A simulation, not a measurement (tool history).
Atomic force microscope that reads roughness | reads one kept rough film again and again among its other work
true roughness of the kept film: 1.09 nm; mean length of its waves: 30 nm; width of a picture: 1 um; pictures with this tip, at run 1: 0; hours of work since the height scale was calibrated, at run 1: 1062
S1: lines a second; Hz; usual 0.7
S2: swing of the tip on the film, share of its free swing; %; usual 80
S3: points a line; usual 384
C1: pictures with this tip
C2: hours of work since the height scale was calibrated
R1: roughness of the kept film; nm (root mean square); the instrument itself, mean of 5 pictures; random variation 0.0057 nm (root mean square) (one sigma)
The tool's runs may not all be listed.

run    hour     S1  S2   S3   C1    C2     R1
  1       0    0.7  80  384    0  1062  1.015
  2    36.7    0.7  80  384   52  1089  0.995
  3    93.2    0.7  80  384  132  1132  0.973
  4   125.1    0.7  80  384  177  1156  0.952
  5   160.1    0.7  80  384  227  1183  0.941
      204.2  -- new tip fitted
  6   211.4  2.473  80  384   10  1221  0.959
  7   260.3  2.473  80  384   79  1258  0.935
  8     334    0.7  83  384  184  1314  0.942
  9   374.3    0.7  62  384  241  1344  0.946
      409.3  -- new tip fitted
 10   414.3    0.7  62  384    7  1374  1.021
 11   452.8    0.7  80  384   62  1403  1.004
 12   520.5    0.7  80  384  158  1454  0.955
 13   558.9    0.7  80  274  212  1483  0.922
 14   602.9    0.7  80  384  275  1516  0.916
      617.3  -- new tip fitted
 15   678.7  2.079  73  384   87  1573  0.949
 16   736.2  1.545  59  384  169  1617  0.953
 17   810.3  1.171  85  594  274  1673  0.898
      820.3  -- new tip fitted
 18     843  2.196  89  875   33  1697  0.919
 19   903.9  3.601  75  266  119  1743    0.9
 20   970.2  3.601  75  266  213  1793  0.873
     1025.3  -- new tip fitted
 21  1029.6  3.601  75  266    7  1838  0.941
     1049.3  -- height scale calibrated on a step standard
 22  1082.9  3.601  75  266   81    25  0.921
 23  1150.4    0.7  74  384  177    76  0.975
 24  1207.3  1.339  71  628  257   119  0.943
     1230.1  -- new tip fitted
 25  1251.9    0.7  84  583   31   153  1.016
 26  1300.3    0.7  84  583   99   189  0.988
 27  1352.6  3.846  86  378  174   229  0.846

4 ways to go on from here, each from the tool as it stands after run 27. What would each give?
  A  1384.1    0.7  80  794  218  253   ?
  B  1384.1  2.497  82  507  218  253   ?
  C  1384.1  3.846  88  362  218  253   ?
  D  1384.1  1.187  68  698  218  253   ?

run     R1
  A  0.949
  B  0.898
  C  0.819
  D  0.946
Without the tool's hidden state the same runs would have given:
run     R1
  A  1.026
  B  0.971
  C  0.886
  D  1.024

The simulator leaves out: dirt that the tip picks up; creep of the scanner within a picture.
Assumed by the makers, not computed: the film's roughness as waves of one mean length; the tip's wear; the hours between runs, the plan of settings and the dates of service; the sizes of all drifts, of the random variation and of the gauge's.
